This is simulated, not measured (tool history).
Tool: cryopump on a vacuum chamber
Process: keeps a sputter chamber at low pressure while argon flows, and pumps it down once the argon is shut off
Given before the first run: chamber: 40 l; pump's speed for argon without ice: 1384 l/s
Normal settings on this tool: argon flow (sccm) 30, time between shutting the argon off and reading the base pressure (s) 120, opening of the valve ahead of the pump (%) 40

| run | hour | argon flow (sccm) | time between shutting the argon off and reading the base pressure (s) | opening of the valve ahead of the pump (%) | pressure while argon flows (Pa) | pressure after the wait (uPa) |
|---|---|---|---|---|---|---|
| 1 | 0.0 | 30 | 120 | 40 | 0.1019 | 3.92 |
| 2 | 58.2 | 29 | 120 | 40 | 0.0991 | 3.90 |
| 3 | 115.1 | 29 | 120 | 40 | 0.0999 | 4.07 |
| 4 | 149.1 | 29 | 120 | 40 | 0.1011 | 4.11 |
| 5 | 197.8 | 41 | 120 | 40 | 0.1432 | 4.07 |
|  | 231.1 | pump warmed up, emptied and cooled again |
| 6 | 239.7 | 41 | 120 | 40 | 0.1264 | 3.26 |
| 7 | 272.4 | 41 | 120 | 40 | 0.1258 | 3.36 |
| 8 | 318.6 | 41 | 120 | 40 | 0.1276 | 3.29 |
| 9 | 377.9 | 41 | 120 | 40 | 0.1270 | 3.40 |
| 10 | 410.1 | 46 | 120 | 40 | 0.1452 | 3.42 |
| 11 | 455.2 | 30 | 120 | 40 | 0.0942 | 3.45 |
| 12 | 507.0 | 26 | 120 | 40 | 0.0811 | 3.57 |
| 13 | 558.2 | 30 | 120 | 40 | 0.0955 | 3.58 |
| 14 | 598.7 | 30 | 120 | 40 | 0.0948 | 3.62 |
| 15 | 660.0 | 30 | 120 | 40 | 0.0973 | 3.83 |
| 16 | 694.4 | 47 | 24 | 36 | 0.1671 | 5.66 |
| 17 | 742.3 | 23 | 55 | 40 | 0.0730 | 4.36 |
| 18 | 772.0 | 23 | 55 | 40 | 0.0732 | 4.41 |
| 19 | 817.3 | 54 | 120 | 40 | 0.1748 | 3.97 |
| 20 | 872.6 | 54 | 120 | 40 | 0.1776 | 4.04 |
| 21 | 927.1 | 58 | 120 | 40 | 0.1906 | 4.05 |
| 22 | 978.5 | 30 | 120 | 32 | 0.1210 | 4.14 |
| 23 | 1023.5 | 45 | 29 | 32 | 0.1832 | 5.63 |
| 24 | 1048.4 | 50 | 120 | 21 | 0.3049 | 4.14 |
| 25 | 1102.1 | 21 | 116 | 18 | 0.1486 | 4.27 |
| 26 | 1149.6 | 40 | 107 | 18 | 0.2848 | 4.36 |
| 27 | 1203.1 | 30 | 93 | 40 | 0.1017 | 4.67 |
| 28 | 1240.1 | 30 | 145 | 40 | 0.1013 | 4.34 |

Predict each of these 4 candidate next runs independently; none follows another, all start after run 28:
| A | 1279.4 | 27 | 145 | 40 | ? | ? |
| B | 1279.4 | 46 | 145 | 40 | ? | ? |
| C | 1279.4 | 30 | 96 | 40 | ? | ? |
| D | 1279.4 | 30 | 159 | 37 | ? | ? |

| run | pressure while argon flows (Pa) | pressure after the wait (uPa) |
|---|---|---|
| A | 0.0919 | 4.45 |
| B | 0.1563 | 4.45 |
| C | 0.1030 | 4.62 |
| D | 0.1091 | 4.43 |
Without the tool's unlogged condition, the same runs would have read:
| run | pressure while argon flows (Pa) | pressure after the wait (uPa) |
|---|---|---|
| A | 0.0824 | 0.59 |
| B | 0.1400 | 0.59 |
| C | 0.0924 | 0.79 |
| D | 0.0985 | 0.58 |

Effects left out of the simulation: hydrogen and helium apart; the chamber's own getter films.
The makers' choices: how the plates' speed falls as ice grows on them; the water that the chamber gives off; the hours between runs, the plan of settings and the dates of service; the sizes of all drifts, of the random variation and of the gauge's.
